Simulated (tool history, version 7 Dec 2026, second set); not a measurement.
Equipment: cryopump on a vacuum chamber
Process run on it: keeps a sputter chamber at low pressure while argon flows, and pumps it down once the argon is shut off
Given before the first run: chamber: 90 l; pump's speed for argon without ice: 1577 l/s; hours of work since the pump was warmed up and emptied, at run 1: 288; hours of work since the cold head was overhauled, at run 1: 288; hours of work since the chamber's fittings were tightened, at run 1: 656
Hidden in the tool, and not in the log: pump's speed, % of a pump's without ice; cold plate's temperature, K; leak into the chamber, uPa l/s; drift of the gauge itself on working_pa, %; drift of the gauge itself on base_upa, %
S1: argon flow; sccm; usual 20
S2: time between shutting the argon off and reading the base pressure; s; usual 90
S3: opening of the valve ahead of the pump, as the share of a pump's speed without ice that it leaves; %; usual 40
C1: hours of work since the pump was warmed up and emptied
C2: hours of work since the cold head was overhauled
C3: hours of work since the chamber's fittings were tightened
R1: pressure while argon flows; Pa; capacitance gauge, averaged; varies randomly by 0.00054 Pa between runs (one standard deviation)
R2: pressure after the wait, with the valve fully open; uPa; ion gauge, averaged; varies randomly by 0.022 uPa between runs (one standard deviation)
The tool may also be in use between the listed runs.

run,day,S1,S2,S3,C1,C2,C3,R1,R2
1,0.000,20,90,40,288,288,656,0.0572,1.16
2,0.354,20,90,40,292,292,660,0.0567,1.09
3,0.771,20,90,40,298,298,666,0.0562,1.16
4,1.238,20,90,40,304,304,672,0.0568,1.13
5,1.646,20,90,40,309,309,677,0.0571,1.16
6,2.350,9,90,40,318,318,686,0.0259,1.23
7,2.696,9,90,40,323,323,691,0.0259,1.18
8,3.392,9,90,40,332,332,700,0.0263,1.19
9,4.029,20,90,19,340,340,708,0.1169,1.22
10,4.471,20,90,19,346,346,714,0.1163,1.20
11,5.092,20,90,40,354,354,722,0.0570,1.21
12,5.446,20,46,40,359,359,727,0.0572,1.55
13,6.171,20,46,40,368,368,736,0.0564,1.65
14,6.600,20,46,40,374,374,742,0.0568,1.64
15,7.183,20,22,40,381,381,749,0.0572,2.48
16,7.558,20,22,40,386,386,754,0.0574,2.56
17,7.912,20,22,40,391,391,759,0.0574,2.58
18,8.617,20,90,22,400,400,768,0.1012,1.28
19,9.058,20,90,56,406,406,773,0.0431,1.24
20,9.475,11,90,56,411,411,779,0.0245,1.31
21,9.838,11,90,56,416,416,784,0.0234,1.26
22,10.129,11,90,56,419,419,787,0.0230,1.27
23,10.479,27,252,21,424,424,792,0.1438,1.03
24,11.012,11,252,19,431,431,799,0.0635,1.01
25,11.408,11,252,19,436,436,804,0.0644,1.06
26,11.833,35,28,50,442,442,810,0.0833,2.16
27,12.342,35,28,50,448,448,816,0.0839,2.17
28,12.883,13,28,41,455,455,823,0.0375,2.26
29,13.450,10,198,17,463,463,831,0.0641,1.12
30,14.158,20,271,40,472,472,840,0.0586,1.07
31,14.867,10,44,54,481,481,849,0.0219,1.81
32,15.233,16,281,40,486,486,854,0.0466,1.11

Run 33 comes next. What will it give?
33,15.608,16,281,40,491,491,859,?,?

{"run 33": {"R1": 0.0475, "R2": 1.12}}
Minus the tool's unlogged condition, the same run would have read R1 0.0434 Pa, R2 0.34 uPa.
